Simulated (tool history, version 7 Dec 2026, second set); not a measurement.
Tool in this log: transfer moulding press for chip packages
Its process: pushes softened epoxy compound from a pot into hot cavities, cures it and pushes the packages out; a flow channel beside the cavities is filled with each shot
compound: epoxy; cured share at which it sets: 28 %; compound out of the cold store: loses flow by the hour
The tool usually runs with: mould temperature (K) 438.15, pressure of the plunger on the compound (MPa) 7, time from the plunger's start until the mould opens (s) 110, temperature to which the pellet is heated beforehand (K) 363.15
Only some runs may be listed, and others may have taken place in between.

run	hour	mould temperature (K)	pressure of the plunger on the compound (MPa)	time from the plunger's start until the mould opens (s)	temperature to which the pellet is heated beforehand (K)	incoming compound's hours out of the cold store	length that the compound runs in the flow channel (mm)	greatest force on the pins that push the packages out (N)
1	0	438.15	7	110	363.15	37.2	490	303
2	34.1	438.15	7	110	363.15	28.4	504	300
3	96.5	438.15	5.85	110	363.15	29.7	457	294
4	149.3	438.15	5.85	110	363.15	21.6	469	305
5	187.6	438.15	5.85	110	363.15	38.6	447	311
6	220.5	438.15	7	143	363.15	13.1	529	264
7	273.2	438.15	7	143	363.15	46	478	265
8	326.6	438.15	7	143	363.15	14.7	526	242
9	357.2	438.15	7	110	363.15	44.9	481	310
10	391.5	438.15	7	110	363.15	13.7	526	310
11	444.6	438.15	7	110	363.15	21.9	513	304
12	480.2	438.15	7	125	363.15	23.2	512	273
13	528.5	438.15	7	125	363.15	43.9	480	267
14	578.5	443.15	7	123	363.15	25.3	501	268
15	617.3	443.15	7	123	363.15	30.5	496	239
16	646.4	443.15	7	123	363.15	15.6	517	254
17	691.7	441.15	6.09	123	363.15	23.9	471	251
18	727.2	432.15	7	110	363.15	41.9	492	442
19	768.5	442.15	7	93	359.15	24.6	503	353
20	818.7	432.15	5.52	111	367.15	44.7	434	425
21	854.5	432.15	5.52	111	367.15	18.4	468	475
22	910.2	435.15	8.5	110	373.15	16.6	578	352
23	940.5	437.15	6.49	147	355.15	45.6	464	256
24	988.9	446.15	7	98	363.15	35.9	482	265
25	1020.2	446.15	7	98	363.15	24.6	500	264
26	1083.6	446.15	7	98	363.15	13.5	515	270

Between the runs listed above, the log contained 17 entries, not reproduced here. Where in the sequence does each belong, and how does what the log doesn't record of the tool's condition differ from the listed run before to the listed run after?
After run 2, before run 3: cavities cleaned with cleaning compound and waxed (hour 70.5)
  pressure that reaches the compound, % of what is set: 99.97 -> 99.96; grip of the stained cavities, % over clean ones': 0.6 -> 0.4
After run 3, before run 4: cavities cleaned with cleaning compound and waxed (hour 145.6)
  pressure that reaches the compound, % of what is set: 99.96 -> 99.95; grip of the stained cavities, % over clean ones': 0.4 -> 0.1
After run 5, before run 6: plunger's sealing rings changed (hour 202.9); cavities cleaned with cleaning compound and waxed (hour 220.5)
  pressure that reaches the compound, % of what is set: 99.95 -> 100; grip of the stained cavities, % over clean ones': 0.6 -> 0
After run 7, before run 8: cavities cleaned with cleaning compound and waxed (hour 294.1)
  pressure that reaches the compound, % of what is set: 99.99 -> 99.98; grip of the stained cavities, % over clean ones': 0.7 -> 0.5
After run 9, before run 10: cavities cleaned with cleaning compound and waxed (hour 370.6)
  grip of the stained cavities, % over clean ones': 0.8 -> 0.4
After run 10, before run 11: cavities cleaned with cleaning compound and waxed (hour 444)
  pressure that reaches the compound, % of what is set: 99.97 -> 99.96; grip of the stained cavities, % over clean ones': 0.4 -> 0
After run 12, before run 13: plunger's sealing rings changed (hour 500.7); cavities cleaned with cleaning compound and waxed (hour 519.4)
  pressure that reaches the compound, % of what is set: 99.95 -> 99.99; grip of the stained cavities, % over clean ones': 0.5 -> 0.2
After run 14, before run 15: cavities cleaned with cleaning compound and waxed (hour 593.1)
  grip of the stained cavities, % over clean ones': 0.7 -> 0.4
After run 16, before run 17: cavities cleaned with cleaning compound and waxed (hour 668.2)
  pressure that reaches the compound, % of what is set: 99.97 -> 99.96; grip of the stained cavities, % over clean ones': 0.7 -> 0.4
After run 18, before run 19: cavities cleaned with cleaning compound and waxed (hour 742.8)
  pressure that reaches the compound, % of what is set: 99.96 -> 99.95; grip of the stained cavities, % over clean ones': 0.7 -> 0.4
After run 19, before run 20: plunger's sealing rings changed (hour 797.7); cavities cleaned with cleaning compound and waxed (hour 818.7)
  pressure that reaches the compound, % of what is set: 99.95 -> 99.99; grip of the stained cavities, % over clean ones': 0.4 -> 0
After run 21, before run 22: cavities cleaned with cleaning compound and waxed (hour 893.8)
  pressure that reaches the compound, % of what is set: 99.99 -> 99.98; grip of the stained cavities, % over clean ones': 0.5 -> 0.3
After run 23, before run 24: cavities cleaned with cleaning compound and waxed (hour 968)
  pressure that reaches the compound, % of what is set: 99.97 -> 99.96; grip of the stained cavities, % over clean ones': 0.6 -> 0.4
After run 25, before run 26: cavities cleaned with cleaning compound and waxed (hour 1041)
  pressure that reaches the compound, % of what is set: 99.96 -> 99.95; grip of the stained cavities, % over clean ones': 0.7 -> 0.6
